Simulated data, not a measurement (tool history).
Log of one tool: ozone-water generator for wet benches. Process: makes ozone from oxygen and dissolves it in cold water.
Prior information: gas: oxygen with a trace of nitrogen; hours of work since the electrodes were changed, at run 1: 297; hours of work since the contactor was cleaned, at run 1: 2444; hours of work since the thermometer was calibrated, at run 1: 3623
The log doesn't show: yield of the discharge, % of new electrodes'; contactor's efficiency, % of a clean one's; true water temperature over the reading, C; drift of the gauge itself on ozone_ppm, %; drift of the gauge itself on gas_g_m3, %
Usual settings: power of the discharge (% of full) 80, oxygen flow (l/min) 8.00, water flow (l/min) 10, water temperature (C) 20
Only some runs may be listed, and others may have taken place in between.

run    hour  power of the discharge (% of full)  oxygen flow (l/min)  water flow (l/min)  water temperature (C)  hours of work since the electrodes were changed  hours of work since the contactor was cleaned  hours of work since the thermometer was calibrated  dissolved ozone (ppm)  ozone in the gas ahead of the water (g/m3)
  1     0.0                                  80                 8.00                  10                     20                                              297                                           2444                                                3623                   30.3                                       159.6
  2   166.3                                  82                 8.00                  10                     20                                              443                                           2590                                                3769                   31.2                                       165.7
  3   288.6                                  82                 8.00                  10                     20                                              551                                           2698                                                3877                   31.3                                       163.9
  4   366.6                                  82                 8.24                  10                     20                                              619                                           2767                                                3946                   30.7                                       164.7
  5   487.3                                  82                 8.24                  10                     20                                              726                                           2873                                                4052                   31.2                                       162.9
      506.6  -- water thermometer calibrated
  6   560.8                                  82                 8.24                  10                     20                                              790                                           2937                                                  48                   30.9                                       162.8
  7   658.9                                  45                 8.24                  10                     20                                              876                                           3024                                                 134                   17.4                                        91.0
  8   825.4                                  45                 8.24                  10                     20                                             1023                                           3170                                                 281                   17.4                                        92.8
  9   932.2                                  80                 8.00                  10                     20                                             1117                                           3264                                                 375                   30.0                                       158.5
 10  1031.7                                  80                 8.00                  10                     20                                             1205                                           3352                                                 462                   30.5                                       160.7
 11  1182.3                                  80                 8.00                  14                     20                                             1337                                           3485                                                 595                   26.1                                       161.3
 12  1296.6                                  80                 8.00                  14                     20                                             1438                                           3585                                                 696                   26.2                                       162.9
 13  1460.1                                  80                 8.00                  14                     20                                             1582                                           3729                                                 840                   25.9                                       159.6
 14  1596.6                                  80                 8.00                  13                     20                                             1702                                           3849                                                 960                   27.1                                       159.6
 15  1736.2                                  80                 8.00                  13                     20                                             1825                                           3972                                                1083                   27.2                                       159.3
 16  1892.1                                  80                 8.00                  13                     20                                             1962                                           4110                                                1220                   26.8                                       159.2
 17  1962.7                                  93                 8.00                  10                     13                                             2024                                           4172                                                1282                   40.1                                       183.4
 18  2127.9                                  93                13.45                   6                     19                                             2170                                           4317                                                1428                   36.6                                       147.2
 19  2265.8                                  93                13.45                   6                     19                                             2291                                           4439                                                1549                   36.7                                       145.6
     2354.9  -- contactor cleaned
 20  2358.5                                  65                 4.69                   8                     21                                             2369                                              3                                                1627                   28.5                                       163.8
 21  2490.1                                  80                 8.00                   9                     27                                             2485                                            119                                                1743                   26.2                                       158.7
 22  2610.1                                  82                13.03                   8                     20                                             2591                                            225                                                1849                   29.5                                       131.9
 23  2756.6                                  82                13.03                   8                     20                                             2720                                            354                                                1978                   29.8                                       131.6
 24  2900.5                                  45                 9.82                   8                     20                                             2847                                            480                                                2104                   18.2                                        83.9
 25  2991.5                                  73                 8.37                  10                     20                                             2927                                            561                                                2185                   27.5                                       141.4
 26  3114.8                                  73                 8.37                   7                     17                                             3035                                            669                                                2293                   33.8                                       139.5
 27  3229.7                                  73                 8.37                   7                     17                                             3137                                            770                                                2394                   33.1                                       141.3
 28  3339.2                                  86                 8.00                  16                     16                                             3233                                            867                                                2491                   28.2                                       168.2
 29  3413.1                                  68                 8.00                   7                     19                                             3298                                            932                                                2556                   29.9                                       134.7
 30  3523.2                                  68                 8.00                   7                     19                                             3395                                           1029                                                2653                   30.1                                       136.5
 31  3657.5                                  59                12.99                   6                     13                                             3513                                           1147                                                2771                   28.2                                        95.7
 32  3727.6                                  59                12.99                   6                     13                                             3575                                           1209                                                2833                   28.7                                        95.3

What if the next run were any one of these 4? Each begins from the tool's condition after run 32:
  A  3889.9                                  59                12.99                  10                     13                                             3718                                           1352                                                2976                      ?                                           ?
  B  3889.9                                  55                12.99                   7                     13                                             3718                                           1352                                                2976                      ?                                           ?
  C  3889.9                                  97                 4.26                   6                     13                                             3718                                           1352                                                2976                      ?                                           ?
  D  3889.9                                  59                 4.76                   9                     13                                             3718                                           1352                                                2976                      ?                                           ?

run  dissolved ozone (ppm)  ozone in the gas ahead of the water (g/m3)
  A                   24.6                                        96.2
  B                   25.9                                        89.8
  C                   56.4                                       245.6
  D                   28.8                                       146.9
With the hidden condition removed and each run's random variation left untouched, the same runs would have given:
run  dissolved ozone (ppm)  ozone in the gas ahead of the water (g/m3)
  A                   24.6                                        98.8
  B                   25.9                                        92.2
  C                   56.4                                       252.3
  D                   28.8                                       150.9

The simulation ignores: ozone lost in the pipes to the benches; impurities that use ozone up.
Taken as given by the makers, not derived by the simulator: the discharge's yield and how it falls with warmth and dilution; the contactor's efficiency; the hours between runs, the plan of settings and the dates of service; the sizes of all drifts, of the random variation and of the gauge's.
